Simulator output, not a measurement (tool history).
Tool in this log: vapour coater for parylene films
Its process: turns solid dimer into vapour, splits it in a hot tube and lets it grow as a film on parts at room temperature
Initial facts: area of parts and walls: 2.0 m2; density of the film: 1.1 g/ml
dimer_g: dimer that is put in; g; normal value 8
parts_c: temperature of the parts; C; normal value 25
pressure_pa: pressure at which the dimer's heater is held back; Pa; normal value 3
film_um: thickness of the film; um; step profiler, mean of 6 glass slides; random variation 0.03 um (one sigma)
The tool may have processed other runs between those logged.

run	hour	dimer_g	parts_c	pressure_pa	film_um
1	0	8	25	3	2.75
2	31.6	8	25	3	2.72
3	60.5	8	25	3	2.71
4	98.9	8	25	3	2.73
5	140.6	8	25	3	2.69
6	167.6	8	25	3	2.71
7	223.6	7	25	3	2.31
8	270.3	7	25	3	2.35
9	336.3	7	20	3	2.84
10	370.4	8	25	3	2.65
11	416.3	7	25	3	2.31
12	459.3	8	27	3	2.45
13	520.2	8	27	3	2.42
14	568.3	8	27	3	2.53
15	630.6	8	25	3	2.65
16	688.5	8	25	3	2.72
17	715.8	8	25	3	2.68
18	742.8	8	25	3	2.71
19	786.6	8	25	3	2.59
20	813.3	8	25	3	2.69
21	860.1	8	25	6.09	2.36
22	892.9	8	25	6.09	2.37
23	924.9	8	25	6.09	2.4
24	978.8	8	25	6.09	2.37
25	1026	8	25	6.09	2.33
26	1083.5	3	25	5.15	0.86
27	1117.8	10	25	3.84	3.15
28	1149.5	8	23	3	2.77
29	1203.2	9	35	3.75	1.87
30	1273.4	8	20	3.75	3.21
31	1332.6	7	19	7.74	2.58
32	1379.8	7	19	7.74	2.6
33	1421	7	19	7.74	2.55
34	1475	3	17	5.82	1.25
35	1505.8	3	24	10.75	0.84
36	1543.8	13	19	9.87	4.45
37	1578.7	13	19	9.87	4.47
38	1636.3	10	19	3	4.17
39	1695.1	10	19	3	4.09
40	1722.4	3	34	3	0.66
41	1784.2	4	25	3	1.25
42	1833.7	4	25	3	1.29
43	1874.9	8	25	11.4	2.06
44	1931.7	3	19	3	1.3
45	1965.6	6	19	3.78	2.41
46	2022.5	6	19	3.78	2.47
47	2062.4	11	24	6.56	3.3
48	2107	11	17	8.78	4.18

Removed from this log: 3 entries logged between the listed runs. Between which two listed runs does each belong, and how does the tool's hidden state at the listed run before it compare with that at the listed run after it?
Between runs 13 and 14: trap's valve overhauled (hour 556.4)
  vapour lost through the trap's worn valve, %: 5.1 -> 0.8; true temperature of the parts over the reading, C: 0.47 -> 0.48
  measured value less the no-hidden-state value, film_um: -0.18 -> -0.07 um
Between runs 29 and 30: trap's valve overhauled (hour 1226.3)
  vapour lost through the trap's worn valve, %: 5.9 -> 0.7; true temperature of the parts over the reading, C: 0.61 -> 0.63
  measured value less the no-hidden-state value, film_um: -0.16 -> -0.11 um
Between runs 43 and 44: trap's valve overhauled (hour 1894.8)
  vapour lost through the trap's worn valve, %: 5.6 -> 1.3; true temperature of the parts over the reading, C: 0.75 -> 0.77
  measured value less the no-hidden-state value, film_um: -0.19 -> -0.05 um
